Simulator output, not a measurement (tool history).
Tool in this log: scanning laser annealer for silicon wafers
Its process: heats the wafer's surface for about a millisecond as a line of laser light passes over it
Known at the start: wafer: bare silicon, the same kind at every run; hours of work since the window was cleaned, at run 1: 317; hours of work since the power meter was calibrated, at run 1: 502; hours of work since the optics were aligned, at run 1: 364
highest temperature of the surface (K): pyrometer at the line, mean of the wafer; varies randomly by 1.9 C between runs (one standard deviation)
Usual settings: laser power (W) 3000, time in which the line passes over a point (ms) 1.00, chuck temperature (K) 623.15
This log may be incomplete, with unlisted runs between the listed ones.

| run | hour | laser power (W) | time in which the line passes over a point (ms) | chuck temperature (K) | hours of work since the window was cleaned | hours of work since the power meter was calibrated | hours of work since the optics were aligned | highest temperature of the surface (K) |
|---|---|---|---|---|---|---|---|---|
| 1 | 0.0 | 3000 | 1.00 | 623.15 | 317 | 502 | 364 | 1355.15 |
| 2 | 25.0 | 3000 | 1.00 | 623.15 | 328 | 513 | 375 | 1354.15 |
| 3 | 47.2 | 3000 | 1.00 | 626.15 | 338 | 523 | 385 | 1355.15 |
| 4 | 79.5 | 2971 | 1.00 | 623.15 | 353 | 538 | 400 | 1345.15 |
| 5 | 98.9 | 2971 | 1.00 | 623.15 | 362 | 547 | 409 | 1344.15 |
| 6 | 121.8 | 2971 | 1.00 | 623.15 | 372 | 557 | 419 | 1343.15 |
| 7 | 141.2 | 2971 | 1.00 | 623.15 | 381 | 566 | 428 | 1346.15 |
|  | 163.1 | window over the wafer cleaned |
| 8 | 166.4 | 3000 | 1.00 | 623.15 | 1 | 576 | 438 | 1372.15 |
| 9 | 199.2 | 3000 | 1.00 | 623.15 | 16 | 591 | 453 | 1373.15 |
| 10 | 231.4 | 2975 | 1.00 | 623.15 | 31 | 606 | 468 | 1364.15 |
| 11 | 248.6 | 2975 | 1.00 | 623.15 | 39 | 613 | 475 | 1362.15 |
| 12 | 270.9 | 3000 | 1.00 | 656.15 | 49 | 623 | 485 | 1400.15 |
| 13 | 297.9 | 3000 | 1.00 | 656.15 | 61 | 636 | 498 | 1398.15 |
| 14 | 316.4 | 3000 | 1.00 | 656.15 | 69 | 644 | 506 | 1399.15 |
| 15 | 333.8 | 3000 | 1.00 | 656.15 | 77 | 652 | 514 | 1400.15 |
| 16 | 354.9 | 3000 | 1.00 | 623.15 | 87 | 661 | 523 | 1366.15 |
| 17 | 382.6 | 3000 | 1.00 | 623.15 | 99 | 674 | 536 | 1364.15 |
| 18 | 405.1 | 2973 | 1.00 | 623.15 | 109 | 684 | 546 | 1355.15 |
| 19 | 421.6 | 2973 | 1.00 | 623.15 | 117 | 691 | 553 | 1356.15 |
| 20 | 448.7 | 2973 | 1.00 | 623.15 | 129 | 704 | 566 | 1357.15 |
| 21 | 463.1 | 2973 | 1.00 | 623.15 | 136 | 710 | 572 | 1356.15 |
| 22 | 477.9 | 3000 | 1.23 | 623.15 | 142 | 717 | 579 | 1428.15 |
| 23 | 506.4 | 3000 | 1.05 | 623.15 | 155 | 730 | 592 | 1374.15 |
| 24 | 533.2 | 3045 | 1.14 | 634.15 | 167 | 742 | 604 | 1424.15 |
| 25 | 563.8 | 3045 | 1.14 | 634.15 | 181 | 756 | 618 | 1427.15 |
| 26 | 595.3 | 3113 | 0.73 | 588.15 | 195 | 770 | 632 | 1254.15 |
| 27 | 617.5 | 3113 | 0.73 | 588.15 | 205 | 780 | 642 | 1254.15 |
| 28 | 636.5 | 3000 | 1.14 | 659.15 | 214 | 789 | 650 | 1434.15 |
| 29 | 670.1 | 2824 | 0.79 | 645.15 | 229 | 804 | 666 | 1260.15 |
| 30 | 684.2 | 3000 | 0.97 | 600.15 | 235 | 810 | 672 | 1320.15 |
| 31 | 698.7 | 2950 | 1.00 | 623.15 | 242 | 817 | 679 | 1341.15 |
| 32 | 730.2 | 2950 | 1.00 | 623.15 | 256 | 831 | 693 | 1337.15 |
| 33 | 751.9 | 2872 | 0.76 | 651.15 | 266 | 841 | 703 | 1267.15 |
| 34 | 781.3 | 3121 | 0.75 | 608.15 | 279 | 854 | 716 | 1281.15 |
| 35 | 795.5 | 2704 | 1.17 | 625.15 | 286 | 860 | 722 | 1320.15 |
| 36 | 824.0 | 3177 | 1.13 | 633.15 | 298 | 873 | 735 | 1449.15 |
| 37 | 843.4 | 3177 | 1.13 | 633.15 | 307 | 882 | 744 | 1452.15 |
| 38 | 864.8 | 3177 | 1.13 | 633.15 | 317 | 892 | 754 | 1446.15 |
| 39 | 882.0 | 3047 | 0.71 | 662.15 | 325 | 899 | 761 | 1298.15 |

Measured less the same run without the tool's hidden state. The same run-to-run variation is in both; the gauge's scatter may not be:
The tool's hidden condition here consists of: light that passes the window, % of a clean one's; laser's true power over the reading, %; width of the line over the set one, %; drift of the gauge itself on peak_c, C.
| run | highest temperature of the surface (K) |
|---|---|
| 1 | -27.00 |
| 2 | -28.00 |
| 3 | -28.00 |
| 4 | -29.00 |
| 5 | -30.00 |
| 6 | -31.00 |
| 7 | -31.00 |
| 8 | -12.00 |
| 9 | -13.00 |
| 10 | -14.00 |
| 11 | -14.00 |
| 12 | -15.00 |
| 13 | -16.00 |
| 14 | -16.00 |
| 15 | -17.00 |
| 16 | -18.00 |
| 17 | -19.00 |
| 18 | -20.00 |
| 19 | -19.00 |
| 20 | -20.00 |
| 21 | -21.00 |
| 22 | -24.00 |
| 23 | -23.00 |
| 24 | -25.00 |
| 25 | -26.00 |
| 26 | -23.00 |
| 27 | -24.00 |
| 28 | -28.00 |
| 29 | -24.00 |
| 30 | -28.00 |
| 31 | -28.00 |
| 32 | -29.00 |
| 33 | -26.00 |
| 34 | -29.00 |
| 35 | -30.00 |
| 36 | -37.00 |
| 37 | -38.00 |
| 38 | -38.00 |
| 39 | -30.00 |
